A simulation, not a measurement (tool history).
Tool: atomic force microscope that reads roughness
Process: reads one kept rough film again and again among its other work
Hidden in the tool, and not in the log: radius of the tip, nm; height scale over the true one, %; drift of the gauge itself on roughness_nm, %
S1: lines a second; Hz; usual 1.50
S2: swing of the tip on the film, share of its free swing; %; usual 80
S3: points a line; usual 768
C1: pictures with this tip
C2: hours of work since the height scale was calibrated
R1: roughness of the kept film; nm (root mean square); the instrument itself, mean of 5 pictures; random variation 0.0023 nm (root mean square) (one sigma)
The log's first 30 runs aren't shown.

run,day,S1,S2,S3,C1,C2,R1
31,40.412,2.22,72,335,234,1656,0.711
32,41.379,0.83,67,271,269,1672,0.730
33,43.233,1.40,60,285,336,1703,0.728
# day 44.317: new tip fitted
34,44.433,1.40,60,285,5,1723,0.729
35,45.208,1.48,57,768,33,1736,0.741
36,46.404,1.84,63,940,76,1756,0.730
37,47.871,3.75,81,768,129,1780,0.668
38,49.462,1.50,70,430,187,1807,0.726

5 ways to go on from here, each from the tool as it stands after run 38. What would each give?
A,50.671,1.50,80,292,231,1827,?
B,50.671,1.50,57,468,231,1827,?
C,50.671,1.10,63,912,231,1827,?
D,50.671,0.71,63,989,231,1827,?
E,50.671,1.50,71,430,231,1827,?

run,R1
A,0.709
B,0.741
C,0.744
D,0.746
E,0.725
Without the tool's hidden state the same runs would have given:
run,R1
A,0.710
B,0.743
C,0.746
D,0.748
E,0.727
